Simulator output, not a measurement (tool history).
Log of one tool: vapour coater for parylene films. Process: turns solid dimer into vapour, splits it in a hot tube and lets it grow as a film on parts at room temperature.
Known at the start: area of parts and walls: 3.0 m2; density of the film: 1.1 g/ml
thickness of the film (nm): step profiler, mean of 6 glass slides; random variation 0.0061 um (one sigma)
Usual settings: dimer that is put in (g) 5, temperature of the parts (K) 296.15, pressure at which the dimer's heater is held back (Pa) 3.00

run    hour  dimer that is put in (g)  temperature of the parts (K)  pressure at which the dimer's heater is held back (Pa)  thickness of the film (nm)
  1     0.0                         5                        296.15                                                    3.00                        1296
  2    37.5                         5                        296.15                                                    3.00                        1302
  3    56.7                         5                        296.15                                                    3.58                        1246
  4    86.5                         5                        296.15                                                    3.58                        1250
  5   126.5                         5                        296.15                                                    3.58                        1237
  6   158.5                         6                        296.15                                                    3.00                        1550
  7   199.4                         6                        296.15                                                    3.00                        1547
  8   233.0                         6                        296.15                                                    3.00                        1551
  9   270.5                         2                        296.15                                                    3.00                         508
 10   306.8                         2                        296.15                                                    3.00                         515
      340.2  -- trap's valve overhauled
 11   347.9                         2                        296.15                                                    3.00                         512
 12   365.1                         5                        296.15                                                    3.00                        1264
 13   394.0                         5                        296.15                                                    3.00                        1265
 14   431.6                         5                        296.15                                                    3.00                        1265
 15   458.8                         4                        296.15                                                    3.00                        1009
 16   495.4                         4                        296.15                                                    3.00                        1010
      511.5  -- trap's valve overhauled, once more
 17   524.9                         4                        296.15                                                    3.00                        1096
 18   562.3                         4                        296.15                                                    3.00                        1102
 19   583.2                         4                        296.15                                                    3.00                        1100
 20   618.3                         4                        296.15                                                    3.00                        1095
 21   636.8                         4                        296.15                                                    3.00                        1091
 22   662.2                         4                        296.15                                                    3.00                        1097
 23   700.8                         4                        296.15                                                    3.00                        1100
 24   733.1                         4                        296.15                                                    3.00                        1103
 25   774.6                         4                        296.15                                                    3.00                        1104
 26   813.2                         4                        296.15                                                    3.00                        1083
 27   850.7                         9                        307.15                                                   10.31                        1252
 28   870.0                         7                        293.15                                                    3.06                        2042
 29   894.8                         4                        305.15                                                    3.00                         794
      925.1  -- table's thermometer calibrated
 30   937.5                         6                        304.15                                                    3.00                        1182
 31   976.9                         6                        304.15                                                    3.00                        1183
 32  1000.5                         6                        304.15                                                    3.00                        1179
 33  1029.1                         5                        296.15                                                    2.14                        1401
 34  1068.7                         5                        301.15                                                    8.57                         853
 35  1090.8                         3                        291.15                                                    5.61                         803
 36  1120.1                         6                        304.15                                                    3.01                        1174
 37  1147.8                         6                        291.15                                                    6.59                        1546
 38  1180.5                         6                        291.15                                                    6.59                        1551
 39  1201.0                         5                        295.15                                                    8.28                        1068
 40  1233.4                         4                        295.15                                                    8.28                         840
 41  1273.4                         4                        295.15                                                    8.28                         843
 42  1308.8                         3                        303.15                                                    6.95                         502
 43  1332.4                         5                        306.15                                                    5.00                         802
 44  1354.2                         5                        302.15                                                    3.43                        1009
 45  1375.8                         6                        296.15                                                    3.63                        1491
 46  1401.8                         3                        290.15                                                    3.00                         852
 47  1418.9                         3                        294.15                                                    5.18                         730
 48  1455.3                         5                        302.15                                                    3.00                        1054

3 ways to go on from here, each from the tool as it stands after run 48. What would each give?
  A  1496.9                         4                        292.15                                                    3.00                           ?
  B  1496.9                         6                        296.15                                                    3.00                           ?
  C  1496.9                         5                        288.15                                                    5.00                           ?

run  thickness of the film (nm)
  A                        1134
  B                        1553
  C                        1414
Without the tool's hidden state the same runs would have given:
run  thickness of the film (nm)
  A                        1192
  B                        1588
  C                        1487
